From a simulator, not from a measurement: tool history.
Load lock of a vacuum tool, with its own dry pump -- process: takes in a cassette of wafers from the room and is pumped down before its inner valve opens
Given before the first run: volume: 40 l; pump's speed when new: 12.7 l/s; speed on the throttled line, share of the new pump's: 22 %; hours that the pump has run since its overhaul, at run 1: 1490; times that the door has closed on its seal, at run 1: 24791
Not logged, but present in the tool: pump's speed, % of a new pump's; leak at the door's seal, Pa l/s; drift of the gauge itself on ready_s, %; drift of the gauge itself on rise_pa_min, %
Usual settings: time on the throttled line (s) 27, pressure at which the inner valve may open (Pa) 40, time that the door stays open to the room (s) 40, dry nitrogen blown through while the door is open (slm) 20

| run | hour | time on the throttled line (s) | pressure at which the inner valve may open (Pa) | time that the door stays open to the room (s) | dry nitrogen blown through while the door is open (slm) | hours that the pump has run since its overhaul | times that the door has closed on its seal | incoming humidity of the room's air, % | time from the closed door until the inner valve may open (s) | rise of the pressure with all valves shut (Pa/min) |
|---|---|---|---|---|---|---|---|---|---|---|
| 1 | 0 | 27 | 40 | 40 | 20 | 1490 | 24791 | 42.3 | 45.9 | 0.096 |
| 2 | 114.2 | 27 | 40 | 40 | 20 | 1604 | 25134 | 46.6 | 46.2 | 0.097 |
| 3 | 213.1 | 27 | 40 | 220 | 20 | 1703 | 25431 | 47 | 46 | 0.181 |
| 4 | 315.1 | 27 | 40 | 220 | 20 | 1805 | 25737 | 44.4 | 46.1 | 0.173 |
| 5 | 443.1 | 27 | 40 | 220 | 20 | 1933 | 26121 | 47.1 | 45.7 | 0.18 |
| 6 | 559.2 | 27 | 40 | 54 | 20 | 2049 | 26469 | 44.9 | 46.1 | 0.112 |
| 7 | 685.8 | 27 | 40 | 54 | 20 | 2176 | 26850 | 46.2 | 46.2 | 0.115 |
| 8 | 784.1 | 17 | 40 | 40 | 20 | 2274 | 27145 | 43 | 38 | 0.107 |
| 9 | 853.3 | 27 | 32 | 40 | 20 | 2343 | 27352 | 46.7 | 46.7 | 0.107 |
| 10 | 933.8 | 27 | 32 | 40 | 20 | 2424 | 27594 | 47.5 | 46.8 | 0.115 |
| 11 | 1052.7 | 27 | 32 | 40 | 20 | 2543 | 27951 | 45.4 | 46.6 | 0.107 |
| 12 | 1163.2 | 27 | 32 | 40 | 20 | 2653 | 28283 | 43.5 | 46.5 | 0.111 |
| 13 | 1224.9 | 27 | 36 | 40 | 20 | 2715 | 28468 | 42.7 | 46.1 | 0.114 |
| 14 | 1317.4 | 27 | 36 | 40 | 20 | 2807 | 28746 | 48.1 | 46.2 | 0.122 |
| 15 | 1405.9 | 15 | 36 | 40 | 20 | 2896 | 29011 | 45.7 | 37 | 0.115 |
| 16 | 1468.8 | 28 | 36 | 40 | 20 | 2959 | 29200 | 46.8 | 47.5 | 0.119 |
| 17 | 1536.2 | 38 | 40 | 40 | 13 | 3026 | 29402 | 44.1 | 54.7 | 0.116 |
| 18 | 1648.6 | 38 | 40 | 54 | 44 | 3139 | 29740 | 41.5 | 55.1 | 0.106 |
| 19 | 1717.9 | 38 | 40 | 54 | 44 | 3208 | 29948 | 48.8 | 54.6 | 0.111 |
| 20 | 1826.5 | 48 | 40 | 77 | 44 | 3316 | 30274 | 46 | 62.6 | 0.126 |
| 21 | 1948.2 | 29 | 69 | 76 | 20 | 3438 | 30639 | 48.1 | 45.9 | 0.14 |
| 22 | 2067.1 | 29 | 69 | 76 | 20 | 3557 | 30996 | 46 | 45.9 | 0.143 |
| 23 | 2164 | 29 | 35 | 96 | 26 | 3654 | 31287 | 50.1 | 48.3 | 0.153 |
| 24 | 2278.1 | 29 | 35 | 96 | 26 | 3768 | 31630 | 43.4 | 48.1 | 0.144 |
| 25 | 2364.9 | 29 | 35 | 96 | 26 | 3855 | 31890 | 46.3 | 48.3 | 0.147 |
| 26 | 2451.9 | 29 | 35 | 96 | 26 | 3942 | 32151 | 41.8 | 48.6 | 0.141 |
| 27 | 2542.6 | 36 | 43 | 96 | 10 | 4033 | 32424 | 47.4 | 53.2 | 0.18 |
| 28 | 2649 | 27 | 40 | 40 | 18 | 4139 | 32743 | 44.6 | 46.6 | 0.138 |
| 29 | 2751 | 27 | 40 | 44 | 44 | 4241 | 33049 | 41.6 | 46.1 | 0.119 |
| 30 | 2822.3 | 27 | 40 | 44 | 44 | 4312 | 33263 | 42.1 | 46.1 | 0.13 |
| 31 | 2945.6 | 46 | 52 | 37 | 44 | 4436 | 33634 | 44.6 | 60 | 0.132 |

Each run again, without the hidden state but with its own random variation kept:
| run | time from the closed door until the inner valve may open (s) | rise of the pressure with all valves shut (Pa/min) |
|---|---|---|
| 1 | 45.8 | 0.031 |
| 2 | 46.1 | 0.029 |
| 3 | 45.8 | 0.113 |
| 4 | 45.9 | 0.103 |
| 5 | 45.6 | 0.11 |
| 6 | 45.9 | 0.041 |
| 7 | 46 | 0.041 |
| 8 | 37.6 | 0.031 |
| 9 | 46.4 | 0.031 |
| 10 | 46.5 | 0.038 |
| 11 | 46.4 | 0.029 |
| 12 | 46.2 | 0.031 |
| 13 | 45.8 | 0.033 |
| 14 | 45.9 | 0.04 |
| 15 | 36.7 | 0.032 |
| 16 | 47.2 | 0.035 |
| 17 | 54.3 | 0.031 |
| 18 | 54.7 | 0.02 |
| 19 | 54.2 | 0.023 |
| 20 | 62.3 | 0.037 |
| 21 | 45.5 | 0.05 |
| 22 | 45.5 | 0.05 |
| 23 | 47.9 | 0.062 |
| 24 | 47.6 | 0.049 |
| 25 | 47.8 | 0.052 |
| 26 | 48.1 | 0.044 |
| 27 | 52.7 | 0.082 |
| 28 | 46.1 | 0.036 |
| 29 | 45.6 | 0.018 |
| 30 | 45.5 | 0.026 |
| 31 | 59.6 | 0.026 |

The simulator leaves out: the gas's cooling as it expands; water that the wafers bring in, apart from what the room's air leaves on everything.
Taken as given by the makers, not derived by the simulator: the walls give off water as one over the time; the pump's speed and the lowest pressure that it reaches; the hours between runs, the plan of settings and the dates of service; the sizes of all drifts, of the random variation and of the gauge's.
